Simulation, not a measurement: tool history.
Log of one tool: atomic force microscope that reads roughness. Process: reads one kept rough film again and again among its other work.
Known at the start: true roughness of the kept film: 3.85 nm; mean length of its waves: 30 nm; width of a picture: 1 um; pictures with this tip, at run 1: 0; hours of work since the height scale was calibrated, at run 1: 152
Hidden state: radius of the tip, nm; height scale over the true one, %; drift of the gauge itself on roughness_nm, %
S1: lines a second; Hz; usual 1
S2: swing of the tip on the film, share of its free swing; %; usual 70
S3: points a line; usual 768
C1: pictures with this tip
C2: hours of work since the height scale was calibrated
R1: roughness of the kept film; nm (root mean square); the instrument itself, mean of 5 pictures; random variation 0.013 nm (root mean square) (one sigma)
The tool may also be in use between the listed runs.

run 1 hour=0 | S1=1 S2=70 S3=768 | C1=0 C2=152 | R1=3.114
run 2 hour=46.1 | S1=1 S2=70 S3=768 | C1=83 C2=176 | R1=2.839
run 3 hour=91.2 | S1=2.7 S2=70 S3=768 | C1=164 C2=199 | R1=2.43
run 4 hour=171 | S1=2.7 S2=70 S3=768 | C1=307 C2=240 | R1=2.126
-- hour=195.6 new tip fitted
run 5 hour=247.4 | S1=1 S2=70 S3=768 | C1=94 C2=279 | R1=2.89
run 6 hour=328.2 | S1=1 S2=84 S3=768 | C1=239 C2=321 | R1=2.362
run 7 hour=378 | S1=1 S2=70 S3=853 | C1=328 C2=347 | R1=2.296
-- hour=392.3 new tip fitted
run 8 hour=447.4 | S1=1 S2=70 S3=853 | C1=99 C2=382 | R1=2.772
run 9 hour=494.3 | S1=0.69 S2=70 S3=768 | C1=183 C2=406 | R1=2.609
run 10 hour=573.6 | S1=0.69 S2=70 S3=768 | C1=326 C2=447 | R1=2.275
-- hour=589.7 new tip fitted
run 11 hour=611 | S1=0.69 S2=70 S3=768 | C1=38 C2=466 | R1=3.043
run 12 hour=651.5 | S1=1.27 S2=70 S3=729 | C1=111 C2=487 | R1=2.745
run 13 hour=693.6 | S1=1.27 S2=70 S3=729 | C1=187 C2=509 | R1=2.575
run 14 hour=751.1 | S1=1.27 S2=70 S3=729 | C1=290 C2=538 | R1=2.298
-- hour=758.8 height scale calibrated on a step standard
-- hour=785.9 new tip fitted
run 15 hour=818 | S1=3.96 S2=62 S3=729 | C1=58 C2=30 | R1=2.748
run 16 hour=881.3 | S1=3.96 S2=62 S3=729 | C1=171 C2=63 | R1=2.432
-- hour=894.5 height scale calibrated on a step standard, once more
run 17 hour=930.5 | S1=3.96 S2=62 S3=729 | C1=258 C2=19 | R1=2.258
-- hour=980.8 new tip fitted
run 18 hour=1006.2 | S1=3.96 S2=62 S3=729 | C1=46 C2=57 | R1=2.741
run 19 hour=1049.3 | S1=1.78 S2=88 S3=996 | C1=124 C2=79 | R1=2.327
run 20 hour=1113.8 | S1=3.89 S2=84 S3=431 | C1=240 C2=113 | R1=1.846
run 21 hour=1160.7 | S1=3.89 S2=84 S3=431 | C1=324 C2=137 | R1=1.712
-- hour=1173.9 new tip fitted
run 22 hour=1204.2 | S1=0.52 S2=56 S3=745 | C1=54 C2=159 | R1=3.074

3 ways to go on from here, each from the tool as it stands after run 22. What would each give?
run A hour=1269.8 | S1=0.62 S2=60 S3=745 | C1=172 C2=193 | R1=?
run B hour=1269.8 | S1=1.95 S2=78 S3=768 | C1=172 C2=193 | R1=?
run C hour=1269.8 | S1=1.95 S2=67 S3=421 | C1=172 C2=193 | R1=?

run=A R1=2.699
run=B R1=2.391
run=C R1=2.499
Without the tool's hidden state the same runs would have given:
run=A R1=3.26
run=B R1=2.888
run=C R1=3.018

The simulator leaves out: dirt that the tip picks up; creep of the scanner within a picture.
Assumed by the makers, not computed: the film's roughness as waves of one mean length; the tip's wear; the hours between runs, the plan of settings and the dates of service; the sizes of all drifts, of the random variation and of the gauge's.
